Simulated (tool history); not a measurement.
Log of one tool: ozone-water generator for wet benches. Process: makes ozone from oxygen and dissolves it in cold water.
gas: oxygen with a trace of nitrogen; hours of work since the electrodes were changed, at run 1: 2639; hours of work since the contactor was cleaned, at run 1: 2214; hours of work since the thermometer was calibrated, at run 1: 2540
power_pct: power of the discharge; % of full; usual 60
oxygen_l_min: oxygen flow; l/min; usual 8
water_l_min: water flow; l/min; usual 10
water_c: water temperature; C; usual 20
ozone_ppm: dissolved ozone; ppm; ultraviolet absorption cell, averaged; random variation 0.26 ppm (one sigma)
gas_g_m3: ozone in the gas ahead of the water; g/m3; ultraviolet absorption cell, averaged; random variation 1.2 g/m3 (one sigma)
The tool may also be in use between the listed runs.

run	hour	power_pct	oxygen_l_min	water_l_min	water_c	hours of work since the electrodes were changed	hours of work since the contactor was cleaned	hours of work since the thermometer was calibrated	ozone_ppm	gas_g_m3
1	0	60	8	10	20	2639	2214	2540	39.4	210.5
2	62.8	60	8	10	20	2685	2260	2586	38.9	211.3
3	162.4	60	8	10	20	2758	2332	2659	39.2	211.5
4	249.8	60	8	10	20	2821	2396	2722	39.4	211.5
5	314.4	60	4.09	10	20	2869	2443	2770	46.9	323.3
6	403.8	60	4.09	10	20	2934	2508	2835	47	323
7	462.9	60	4.09	10	20	2977	2552	2878	47	323.7
8	517.8	60	4.09	10	20	3017	2592	2918	47	325.1
9	583.5	60	4.09	10	20	3065	2639	2966	47.9	323.4
10	648.6	60	9.49	10	20	3112	2687	3013	36.9	192.8
11	745.8	60	9.49	10	20	3183	2758	3084	36.7	192.1
12	832.3	60	8	10	20	3246	2821	3147	39.6	215.2
13	928	60	8	10	20	3316	2891	3217	39.1	214
14	1006.9	60	13.92	6	23	3374	2948	3275	34.4	151.7
15	1093.1	60	8	15	20	3436	3011	3337	30.7	214
# hour 1125.7: contactor cleaned
16	1139.6	60	8	15	20	3467	10	3368	30.4	215.8
17	1216.3	57	10.13	6	19	3523	66	3424	43.4	179.3
18	1316.2	74	10.13	6	23	3596	139	3497	45.5	211
19	1407.2	69	4.08	10	13	3663	205	3564	58.5	356.7
20	1497.7	99	4.08	13	14	3729	271	3630	57.6	445.2
21	1538.7	47	9.42	8	23	3759	301	3660	32.7	168.6
22	1609.3	47	9.42	8	23	3810	353	3711	33.1	168.3
23	1687.6	47	9.42	8	23	3867	410	3768	32.7	170.2
24	1756.9	47	6.39	9	23	3918	460	3819	35.9	215
25	1815.5	90	8	10	20	3960	503	3861	49.7	275.7
26	1878.9	80	8	8	16	4007	549	3908	56.9	257.4

How the hidden state differs across the entries between the runs, from the last listed run before each to the first after it:
Between runs 15 and 16: contactor cleaned (hour 1125.7)
  contactor's efficiency, % of a clean one's: 99.8 -> 100; drift of the gauge itself on gas_g_m3, %: 1.57 -> 1.63
  measured less the result without the state, gas_g_m3: +3 -> +3.2 g/m3

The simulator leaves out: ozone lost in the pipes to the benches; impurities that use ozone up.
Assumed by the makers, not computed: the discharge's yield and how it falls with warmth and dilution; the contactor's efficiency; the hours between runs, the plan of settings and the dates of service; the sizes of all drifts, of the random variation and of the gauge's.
